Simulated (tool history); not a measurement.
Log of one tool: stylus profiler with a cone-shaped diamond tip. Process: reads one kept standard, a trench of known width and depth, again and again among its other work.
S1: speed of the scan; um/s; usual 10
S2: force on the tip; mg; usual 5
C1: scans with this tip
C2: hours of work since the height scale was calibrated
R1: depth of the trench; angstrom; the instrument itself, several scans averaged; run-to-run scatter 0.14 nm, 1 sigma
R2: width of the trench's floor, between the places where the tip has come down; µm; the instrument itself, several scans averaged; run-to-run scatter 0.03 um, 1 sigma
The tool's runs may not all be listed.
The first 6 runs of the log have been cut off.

run,hour,S1,S2,C1,C2,R1,R2
7,87.4,10,5,1664,194,5063,46.89
8,96.9,10,5,1713,200,5062.4,46.85
9,109.3,10,5,1776,207,5063,46.89
10,124.6,10,5,1854,216,5063.8,46.89
11,134.1,10,2.64,1902,222,5042.3,46.85
12,144.4,10,2.64,1955,228,5044.5,46.88
13,159.1,10,2.64,2029,236,5044.6,46.83
14,180.7,10,5,2139,249,5062.4,46.88
15,190.6,3,5,2190,255,5068,46.87
16,210.6,3,5,2291,267,5065.5,46.9
17,231.3,10,5,2397,279,5064.1,46.8
18,249.9,10,5,2492,290,5065,46.88
19,262.7,10,4.25,2557,298,5059.5,46.87
20,282.9,8,5,2659,310,5065.1,46.85
21,294.6,10,5,2719,317,5062.6,46.82
22,305.8,10,5,2776,323,5066.5,46.83
23,318.7,10,5,2842,331,5067.3,46.85
24,339.8,6,1.88,2949,344,5040.1,46.84

What does the tool deliver on the next run?
25,360.7,10,3.05,3056,356,?,?

{"run 25": {"R1": 5048.3, "R2": 46.77}}
With no hidden state in the tool, this same run would have given R1 5038.9 angstrom, R2 46.91 µm.

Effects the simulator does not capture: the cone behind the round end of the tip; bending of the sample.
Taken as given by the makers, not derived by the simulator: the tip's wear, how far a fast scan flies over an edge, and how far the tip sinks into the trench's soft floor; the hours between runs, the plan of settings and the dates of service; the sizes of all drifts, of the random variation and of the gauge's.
